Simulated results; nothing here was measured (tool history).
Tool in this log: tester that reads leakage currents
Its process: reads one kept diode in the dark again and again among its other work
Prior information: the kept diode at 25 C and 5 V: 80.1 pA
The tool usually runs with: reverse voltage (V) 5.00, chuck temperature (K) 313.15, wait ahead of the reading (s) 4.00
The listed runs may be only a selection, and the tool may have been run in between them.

run,day,reverse voltage (V),chuck temperature (K),wait ahead of the reading (s),current that the tester gives (pA)
1,0.000,5.00,313.15,4.00,264.79
2,9.112,5.00,313.15,4.00,259.05
# day 13.417: chuck's temperature calibrated
3,17.604,5.00,313.15,4.00,297.58
4,25.562,5.00,313.15,4.00,294.90
5,33.646,5.00,313.15,4.00,287.12
6,44.429,5.00,313.15,4.00,278.67
7,53.425,5.00,313.15,4.00,274.01
8,59.050,5.00,313.15,4.00,270.37
9,64.846,5.00,313.15,4.00,265.78
# day 65.679: probe card cleaned and baked
10,73.483,5.00,313.15,4.00,257.48
# day 81.454: chuck's temperature calibrated
11,82.904,5.00,313.15,4.00,292.36
12,92.621,1.40,313.15,2.57,152.20
13,97.133,1.40,300.15,0.35,49.59
14,102.258,2.08,300.15,0.35,59.87
15,113.017,2.08,300.15,0.49,58.20
16,122.888,2.08,300.15,0.49,57.18
17,129.450,5.00,313.15,1.44,265.83
18,137.433,8.58,313.15,0.31,342.19
19,144.521,8.58,313.15,0.31,338.48
# day 149.438: chuck's temperature calibrated
20,152.000,8.58,313.15,0.31,386.88

Alternative continuations, all from the tool just after run 20; predict every row:
A,162.592,2.43,313.15,0.31,?
B,162.592,9.92,303.15,0.31,?
C,162.592,5.00,311.15,4.00,?
D,162.592,5.00,326.15,4.00,?

run,current that the tester gives (pA)
A,202.32
B,179.93
C,243.03
D,801.33
What these runs would have given with no unlogged condition in the tool:
run,current that the tester gives (pA)
A,209.68
B,180.48
C,250.34
D,832.31
